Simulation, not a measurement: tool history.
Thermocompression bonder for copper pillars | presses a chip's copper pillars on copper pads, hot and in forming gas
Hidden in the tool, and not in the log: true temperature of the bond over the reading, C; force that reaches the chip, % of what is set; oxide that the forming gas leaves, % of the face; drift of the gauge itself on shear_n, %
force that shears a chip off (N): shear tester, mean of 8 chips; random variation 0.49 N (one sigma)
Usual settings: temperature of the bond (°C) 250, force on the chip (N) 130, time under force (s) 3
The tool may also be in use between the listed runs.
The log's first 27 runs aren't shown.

run	day	temperature of the bond (°C)	force on the chip (N)	time under force (s)	hours of work since the heater was calibrated	hours of work since the force cell was calibrated	hours of work since the gas filter was changed	force that shears a chip off (N)
28	12.571	246	78	3	521	811	178	37.4
29	13.2	250	130	8	533	822	189	81.1
30	13.808	232	169	3	544	833	201	59.8
31	14.462	258	186	3	556	845	213	77.8
32	14.833	258	186	3	563	852	219	78.8
33	15.379	250	125	6	573	862	229	71.5
34	15.883	250	194	2	582	871	239	65.6
35	16.479	250	194	2	593	882	250	65.4

The next listed run, before its measurement:
36	16.829	271	96	4	600	889	256	?

{"run 36": {"force that shears a chip off (N)": 60.9}}
Without the tool's hidden state the same run would have given force that shears a chip off (N) 66.3.
